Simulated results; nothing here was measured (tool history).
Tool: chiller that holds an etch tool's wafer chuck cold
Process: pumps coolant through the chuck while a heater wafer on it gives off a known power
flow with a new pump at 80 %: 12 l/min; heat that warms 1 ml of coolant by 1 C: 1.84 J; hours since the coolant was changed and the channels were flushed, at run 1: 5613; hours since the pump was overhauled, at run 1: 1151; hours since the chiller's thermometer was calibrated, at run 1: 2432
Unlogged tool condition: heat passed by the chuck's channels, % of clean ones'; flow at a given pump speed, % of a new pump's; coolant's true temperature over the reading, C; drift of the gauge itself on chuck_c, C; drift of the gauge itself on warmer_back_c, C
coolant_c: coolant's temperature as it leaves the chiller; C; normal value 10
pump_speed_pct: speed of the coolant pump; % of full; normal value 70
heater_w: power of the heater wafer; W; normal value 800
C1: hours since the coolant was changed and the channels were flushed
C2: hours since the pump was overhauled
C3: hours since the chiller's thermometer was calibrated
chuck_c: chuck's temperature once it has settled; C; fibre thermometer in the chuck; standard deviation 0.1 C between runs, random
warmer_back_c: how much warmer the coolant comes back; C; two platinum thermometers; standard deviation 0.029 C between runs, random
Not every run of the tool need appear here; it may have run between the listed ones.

{"run": 1, "day": 0.0, "coolant_c": 10, "pump_speed_pct": 70, "heater_w": 800, "C1": 5613, "C2": 1151, "C3": 2432, "chuck_c": 19.7, "warmer_back_c": 2.5}
{"run": 2, "day": 0.717, "coolant_c": 10, "pump_speed_pct": 70, "heater_w": 800, "C1": 5630, "C2": 1168, "C3": 2450, "chuck_c": 19.5, "warmer_back_c": 2.43}
{"run": 3, "day": 1.579, "coolant_c": 10, "pump_speed_pct": 70, "heater_w": 800, "C1": 5651, "C2": 1188, "C3": 2470, "chuck_c": 19.8, "warmer_back_c": 2.54}
{"run": 4, "day": 3.029, "coolant_c": 10, "pump_speed_pct": 70, "heater_w": 800, "C1": 5686, "C2": 1223, "C3": 2505, "chuck_c": 19.6, "warmer_back_c": 2.51}
{"run": 5, "day": 3.725, "coolant_c": 10, "pump_speed_pct": 70, "heater_w": 800, "C1": 5702, "C2": 1240, "C3": 2522, "chuck_c": 19.7, "warmer_back_c": 2.54}
{"run": 6, "day": 4.408, "coolant_c": 10, "pump_speed_pct": 70, "heater_w": 800, "C1": 5719, "C2": 1256, "C3": 2538, "chuck_c": 19.6, "warmer_back_c": 2.55}
{"run": 7, "day": 5.021, "coolant_c": 13, "pump_speed_pct": 93, "heater_w": 539, "C1": 5734, "C2": 1271, "C3": 2553, "chuck_c": 18.2, "warmer_back_c": 1.36}
{"run": 8, "day": 6.062, "coolant_c": 13, "pump_speed_pct": 93, "heater_w": 539, "C1": 5758, "C2": 1296, "C3": 2578, "chuck_c": 18.2, "warmer_back_c": 1.35}
{"run": 9, "day": 7.504, "coolant_c": 13, "pump_speed_pct": 93, "heater_w": 539, "C1": 5793, "C2": 1331, "C3": 2612, "chuck_c": 18.1, "warmer_back_c": 1.39}
{"run": 10, "day": 8.65, "coolant_c": 13, "pump_speed_pct": 93, "heater_w": 780, "C1": 5821, "C2": 1358, "C3": 2640, "chuck_c": 20.3, "warmer_back_c": 2}

Difference, measured minus no-hidden-state, one row per run. Run-to-run variation is common to both terms; the gauge's own scatter need not be:
run=1 warmer_back_c=+0
run=2 warmer_back_c=+0.01
run=3 warmer_back_c=+0.03
run=4 warmer_back_c=+0.05
run=5 warmer_back_c=+0.06
run=6 warmer_back_c=+0.08
run=7 warmer_back_c=+0.09
run=8 warmer_back_c=+0.1
run=9 warmer_back_c=+0.13
run=10 warmer_back_c=+0.15
chuck_c without the hidden state stays within 0.1 C of what was measured, in all runs.
